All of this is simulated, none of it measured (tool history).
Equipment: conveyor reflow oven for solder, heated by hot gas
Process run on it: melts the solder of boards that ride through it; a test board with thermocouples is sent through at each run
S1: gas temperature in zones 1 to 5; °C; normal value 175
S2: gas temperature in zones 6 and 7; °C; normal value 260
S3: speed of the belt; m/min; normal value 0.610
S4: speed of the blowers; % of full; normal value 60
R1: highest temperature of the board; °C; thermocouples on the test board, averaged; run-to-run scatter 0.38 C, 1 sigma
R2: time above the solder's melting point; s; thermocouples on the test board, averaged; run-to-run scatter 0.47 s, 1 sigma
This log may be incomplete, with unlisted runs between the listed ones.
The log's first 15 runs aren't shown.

| run | hour | S1 | S2 | S3 | S4 | R1 | R2 |
|---|---|---|---|---|---|---|---|
|  | 955.2 | flux residue cleaned out of gas plates and filters |
| 16 | 962.2 | 175 | 272 | 0.616 | 60 | 250.8 | 49.7 |
| 17 | 999.1 | 171 | 253 | 0.616 | 90 | 238.9 | 40.2 |
| 18 | 1054.6 | 171 | 253 | 0.642 | 90 | 237.7 | 36.5 |
| 19 | 1140.2 | 171 | 253 | 0.642 | 90 | 237.5 | 36.0 |
| 20 | 1219.4 | 171 | 253 | 0.642 | 90 | 237.4 | 34.5 |
| 21 | 1263.1 | 189 | 273 | 0.610 | 67 | 256.3 | 57.2 |
| 22 | 1352.3 | 189 | 273 | 0.610 | 67 | 256.2 | 58.1 |
| 23 | 1440.7 | 165 | 260 | 0.610 | 84 | 241.3 | 39.2 |
| 24 | 1523.5 | 165 | 262 | 0.546 | 74 | 245.1 | 48.8 |
|  | 1591.8 | flux residue cleaned out of gas plates and filters |
| 25 | 1609.4 | 188 | 251 | 0.653 | 59 | 235.7 | 37.9 |
| 26 | 1647.9 | 186 | 255 | 0.610 | 60 | 240.2 | 45.9 |
| 27 | 1691.8 | 186 | 255 | 0.610 | 60 | 240.6 | 44.6 |
| 28 | 1755.0 | 168 | 249 | 0.565 | 67 | 234.8 | 37.3 |
|  | 1762.2 | thermocouples of zones 6 and 7 changed |
| 29 | 1794.1 | 175 | 254 | 0.610 | 53 | 234.9 | 35.5 |
| 30 | 1853.4 | 175 | 254 | 0.610 | 53 | 234.0 | 33.7 |

Consider 3 possible next runs. They are alternatives, not a sequence: every one starts from the tool as it was left by run 30. What does each give?
| A | 1897.4 | 176 | 253 | 0.610 | 60 | ? | ? |
| B | 1897.4 | 170 | 254 | 0.610 | 82 | ? | ? |
| C | 1897.4 | 186 | 256 | 0.610 | 70 | ? | ? |

| run | R1 | R2 |
|---|---|---|
| A | 234.8 | 36.1 |
| B | 237.6 | 38.3 |
| C | 240.3 | 46.9 |
Stripped of hidden state, with their random variation kept, the same runs would have yielded:
| run | R1 | R2 |
|---|---|---|
| A | 236.0 | 37.8 |
| B | 238.9 | 40.0 |
| C | 241.5 | 48.1 |

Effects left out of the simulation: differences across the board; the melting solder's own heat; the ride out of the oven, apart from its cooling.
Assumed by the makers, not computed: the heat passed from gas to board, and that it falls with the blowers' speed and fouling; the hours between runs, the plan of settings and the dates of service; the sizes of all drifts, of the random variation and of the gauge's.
